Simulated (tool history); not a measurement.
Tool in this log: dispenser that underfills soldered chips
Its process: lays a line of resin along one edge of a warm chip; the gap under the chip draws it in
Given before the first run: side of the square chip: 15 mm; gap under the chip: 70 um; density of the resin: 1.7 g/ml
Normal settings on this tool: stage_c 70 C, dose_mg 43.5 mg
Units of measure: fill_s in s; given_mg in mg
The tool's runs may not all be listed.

run   hour  stage_c  dose_mg  fill_s  given_mg
  1    0.0       70     43.5   319.5     42.25
       1.0  -- new syringe of resin
      16.6  -- new syringe of resin
  2   16.7       70     43.5   153.0     42.08
  3   25.3       70     43.5   240.7     41.44
      32.3  -- new syringe of resin
  4   40.1       70     43.5   227.6     41.53
      42.6  -- dispensing valve cleaned and set on the balance
      48.8  -- new syringe of resin
  5   50.1       70     43.5   162.8     43.19
      64.6  -- new syringe of resin
  6   64.9       70     43.5   154.1     42.92
  7   74.1       59     43.5   396.7     42.88
      80.5  -- new syringe of resin
  8   89.5       70     43.5   233.9     42.66
      96.3  -- new syringe of resin
  9  102.5       70     43.5   205.9     42.33
     111.8  -- new syringe of resin
 10  115.8       70     43.5   180.8     41.55
     127.6  -- new syringe of resin
 11  131.4       70     43.5   181.3     41.46
     135.2  -- dispensing valve cleaned and set on the balance
     144.8  -- new syringe of resin
 12  148.6       70     52.7   179.8     53.03
 13  156.5       57     43.5   482.2     43.49
     161.0  -- new syringe of resin
 14  168.3       57     43.5   383.8     42.83
     177.4  -- new syringe of resin
 15  183.0       57     43.5   347.6     42.53
     193.4  -- new syringe of resin
 16  195.9       57     43.5   305.0     41.89
     208.9  -- new syringe of resin
 17  209.9       70     38.4   159.3     36.78
 18  223.0       69     54.9   308.1     52.29
     225.6  -- new syringe of resin
     226.6  -- dispensing valve cleaned and set on the balance
 19  237.5       69     54.9   257.7     54.66
     242.5  -- new syringe of resin
 20  250.5       70     39.8   220.0     39.09
     258.0  -- new syringe of resin
 21  260.2       55     41.2   319.9     40.61
     274.0  -- new syringe of resin
 22  274.3       73     50.5   125.7     49.03
 23  287.2       73     43.9   248.9     42.27
     290.3  -- new syringe of resin
 24  296.8       75     43.5   163.3     41.58
     305.8  -- new syringe of resin
 25  312.0       58     53.3   344.7     51.14
     317.9  -- dispensing valve cleaned and set on the balance
     322.4  -- new syringe of resin
 26  328.6       83     43.5   115.2     43.10
     338.4  -- new syringe of resin
 27  338.8       83     43.5    86.4     43.25
 28  352.5       83     43.5   171.9     42.59
     353.9  -- new syringe of resin
 29  362.6       69     43.1   237.2     42.16
     369.4  -- new syringe of resin
 30  369.9       67     43.1   165.8     41.82
     385.1  -- new syringe of resin
 31  385.4       79     47.8   100.2     45.71
 32  395.8       80     44.2   162.0     42.10
     401.0  -- new syringe of resin
 33  402.9       73     37.3   143.6     35.69
     409.7  -- dispensing valve cleaned and set on the balance
 34  414.4       60     48.9   411.8     48.78

Here are 3 independent what-if runs from the current tool condition. What would each one return?
     418.0  -- new syringe of resin
  A  427.3       64     37.9       ?         ?
     418.0  -- new syringe of resin
  B  427.3       80     55.4       ?         ?
     418.0  -- new syringe of resin
  C  427.3       60     51.5       ?         ?

run  fill_s  given_mg
  A   309.1     37.59
  B   148.2     54.90
  C   348.9     50.99
With no hidden state in the tool, these same runs would have given:
run  fill_s  given_mg
  A   217.1     37.85
  B   103.3     55.28
  C   246.2     51.35
